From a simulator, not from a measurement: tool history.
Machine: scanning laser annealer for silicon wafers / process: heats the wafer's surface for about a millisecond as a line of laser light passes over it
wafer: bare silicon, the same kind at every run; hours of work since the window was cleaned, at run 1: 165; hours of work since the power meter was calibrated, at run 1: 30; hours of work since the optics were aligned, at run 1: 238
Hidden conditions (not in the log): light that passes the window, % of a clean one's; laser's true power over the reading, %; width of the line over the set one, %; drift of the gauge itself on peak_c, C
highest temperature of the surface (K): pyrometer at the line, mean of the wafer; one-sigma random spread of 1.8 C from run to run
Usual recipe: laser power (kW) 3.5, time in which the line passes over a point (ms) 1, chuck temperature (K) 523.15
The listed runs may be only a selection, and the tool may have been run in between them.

run	hour	laser power (kW)	time in which the line passes over a point (ms)	chuck temperature (K)	hours of work since the window was cleaned	hours of work since the power meter was calibrated	hours of work since the optics were aligned	highest temperature of the surface (K)
1	0	3.5	1	523.15	165	30	238	1285.15
2	9.8	3.5	1	523.15	170	35	243	1286.15
3	17.7	3.5	1	523.15	174	39	248	1284.15
4	24.6	3.5	1	523.15	178	43	251	1286.15
5	29.4	3.5	1	523.15	180	45	254	1284.15
6	35.6	3.5	1	523.15	184	49	257	1285.15
7	40.8	3.5	1	488.15	186	51	260	1249.15
8	47.6	3.5	1	488.15	190	55	263	1251.15
9	58.7	3.5	1	488.15	196	61	269	1248.15
10	68.2	3.5	1	523.15	201	66	274	1282.15
11	78.8	3.5	1.06	523.15	206	71	280	1308.15
12	86.6	3.5	1.06	523.15	210	75	284	1307.15
13	95.8	3.5	1.06	523.15	215	80	288	1307.15
14	101.7	3.5	1.06	523.15	218	83	292	1309.15
15	112.2	3.5	1	529.15	224	89	297	1287.15
16	119.6	3.5	1	523.15	228	93	301	1281.15
17	128.4	3.5	1	523.15	232	97	306	1284.15
18	139.3	3.29	0.79	537.15	238	103	311	1151.15
19	149.7	3.057	0.8	516.15	243	108	317	1082.15
# hour 152.6: window over the wafer cleaned
20	160.4	3.769	0.77	483.15	4	113	321	1190.15
21	168.6	3.769	0.77	483.15	8	117	326	1186.15
22	180	3.016	1	523.15	14	123	332	1146.15
23	187.2	3.321	0.96	523.15	18	127	335	1212.15
24	196.3	3.258	0.93	513.15	23	132	340	1173.15
25	207	3.65	0.81	533.15	28	137	346	1231.15
26	212	3.75	0.83	560.15	31	140	348	1289.15
# hour 220.3: window over the wafer cleaned, once more
27	222.3	3.5	0.88	530.15	1	144	353	1244.15
28	233.3	3.767	1.14	546.15	7	150	358	1453.15
29	243.7	3.767	1.14	546.15	12	156	364	1456.15
30	251.3	3.489	0.71	523.15	16	159	368	1150.15
31	260.5	3.489	0.77	523.15	21	164	373	1181.15
32	266.2	3.5	1	498.15	24	167	376	1265.15
33	273.2	3.5	1	498.15	28	171	379	1267.15

Forecast each of these 3 alternatives for the next run:
A	285.1	3.5	1.15	498.15	34	177	386	?
B	285.1	3.5	1.24	561.15	34	177	386	?
C	285.1	3.515	1	493.15	34	177	386	?

run	highest temperature of the surface (K)
A	1334.15
B	1431.15
C	1264.15
Take away the tool's hidden state, keep each run's random variation, and the runs would have read:
run	highest temperature of the surface (K)
A	1348.15
B	1447.15
C	1277.15
